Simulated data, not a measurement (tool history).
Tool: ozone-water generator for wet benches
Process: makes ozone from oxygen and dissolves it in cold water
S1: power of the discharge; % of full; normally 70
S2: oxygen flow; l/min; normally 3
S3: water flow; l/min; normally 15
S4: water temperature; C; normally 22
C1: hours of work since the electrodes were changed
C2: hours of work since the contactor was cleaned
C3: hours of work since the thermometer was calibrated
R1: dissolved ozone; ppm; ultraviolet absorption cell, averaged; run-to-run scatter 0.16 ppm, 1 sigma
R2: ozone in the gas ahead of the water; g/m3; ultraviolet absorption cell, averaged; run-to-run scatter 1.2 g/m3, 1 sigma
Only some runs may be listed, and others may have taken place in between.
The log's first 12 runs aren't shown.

run   hour  S1    S2  S3  S4   C1    C2    C3    R1     R2
 13    264  70  4.09  15  22  553  2826  2976    20  182.7
 14  284.9  70  4.09  15  22  572  2845  2995  20.5  183.2
 15  314.3  70  4.09  15  22  599  2872  3022  20.2  180.9
 16    330  70  4.09  15  22  613  2887  3037  20.1  180.6
 17  352.1  70  4.09  15  22  634  2907  3057  20.1  179.8
 18  365.9  70  4.09  10  29  646  2920  3070    23  179.9
 19  393.3  70  4.09  16  29  672  2945  3095    17  180.4
 20  420.7  55  4.54  12  29  697  2970  3120  16.6  140.6
 21    446  55  2.34  12  15  720  2993  3143  20.3  196.1
 22  469.3  55  2.34  22  28  741  3015  3165  10.3  193.9
 23  498.1  78     3  15  14  768  3041  3191    24  231.1

Run 24 is up next; what results do you expect?
 24  524.5  94  2.28  23  19  792  3065  3215   ?   ?

R1: 16.5 ppm
R2: 307.2 g/m3
Minus the tool's unlogged condition, the same run would have read R1 17.5 ppm, R2 312.9 g/m3.

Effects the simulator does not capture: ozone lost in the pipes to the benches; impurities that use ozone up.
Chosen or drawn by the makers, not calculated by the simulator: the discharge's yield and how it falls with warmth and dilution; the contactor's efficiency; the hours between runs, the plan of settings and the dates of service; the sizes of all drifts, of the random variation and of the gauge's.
